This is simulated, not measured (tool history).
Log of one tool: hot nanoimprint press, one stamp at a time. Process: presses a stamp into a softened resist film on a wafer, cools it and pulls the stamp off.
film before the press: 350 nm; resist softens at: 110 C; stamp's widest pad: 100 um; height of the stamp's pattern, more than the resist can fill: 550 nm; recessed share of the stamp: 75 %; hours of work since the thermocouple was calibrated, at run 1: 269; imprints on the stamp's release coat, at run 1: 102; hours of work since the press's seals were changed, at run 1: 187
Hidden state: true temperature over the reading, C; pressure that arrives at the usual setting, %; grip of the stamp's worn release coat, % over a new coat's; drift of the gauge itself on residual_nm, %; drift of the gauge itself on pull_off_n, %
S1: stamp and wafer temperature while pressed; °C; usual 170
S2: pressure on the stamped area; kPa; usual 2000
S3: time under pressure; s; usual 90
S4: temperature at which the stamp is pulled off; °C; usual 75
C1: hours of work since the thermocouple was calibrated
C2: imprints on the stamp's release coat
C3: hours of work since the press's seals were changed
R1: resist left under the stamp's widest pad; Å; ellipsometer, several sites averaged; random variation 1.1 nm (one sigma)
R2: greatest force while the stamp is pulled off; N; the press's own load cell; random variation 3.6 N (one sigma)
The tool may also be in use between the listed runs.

run	day	S1	S2	S3	S4	C1	C2	C3	R1	R2
1	0	170	2000	90	75	269	102	187	1596	174
2	0.275	170	2000	90	75	272	116	190	1563	167
3	0.633	170	2000	90	75	276	135	194	1578	167
4	0.875	170	2000	90	75	279	148	196	1576	175
5	1.296	170	2000	90	75	283	170	201	1564	169
6	1.571	170	2000	90	75	286	184	204	1569	173
7	1.796	170	2000	90	75	288	196	206	1576	174
8	2.104	170	2000	90	65	292	212	209	1569	197
9	2.442	160	2000	90	75	295	230	213	2572	168
10	2.85	170	2000	90	72	300	252	217	1583	181
11	3.183	170	2000	90	72	303	269	221	1586	182
12	3.567	170	2000	90	75	307	289	225	1567	169
13	3.9	170	2000	90	75	311	307	228	1576	166
14	4.271	170	2000	131	75	315	326	232	1364	173
15	4.733	170	2000	131	75	319	350	237	1342	166
16	5.071	170	2000	167	75	323	368	241	1217	175
17	5.496	170	2000	167	75	327	391	245	1240	173
18	5.746	170	2000	167	75	330	404	248	1212	167
19	6.108	170	2000	167	75	334	423	252	1244	165
20	6.504	170	3040	90	81	338	443	256	1305	156
21	6.767	170	2460	54	82	341	457	259	1727	150
22	6.988	176	3200	141	61	343	469	261	727	214
23	7.462	176	2000	49	75	348	494	266	1441	166
24	7.804	176	2000	49	65	352	512	269	1431	200
25	8.096	169	2370	62	61	355	527	273	1760	219
26	8.308	168	2000	90	72	357	538	275	1755	180
27	8.654	168	2000	90	72	361	557	278	1765	176
28	8.988	173	1730	143	75	364	574	282	1171	175
29	9.262	177	1730	72	75	367	588	285	1274	172

Forecast each of these 5 alternatives for the next run:
A	9.638	175	2340	90	68	371	608	289	?	?
B	9.638	177	1730	72	77	371	608	289	?	?
C	9.638	170	3010	116	75	371	608	289	?	?
D	9.638	179	2000	90	64	371	608	289	?	?
E	9.638	174	1250	72	75	371	608	289	?	?

run	R1	R2
A	1105	187
B	1246	167
C	1173	167
D	957	199
E	1710	172
Without the tool's hidden state the same runs would have given:
run	R1	R2
A	1104	187
B	1245	166
C	1171	166
D	956	199
E	1708	172
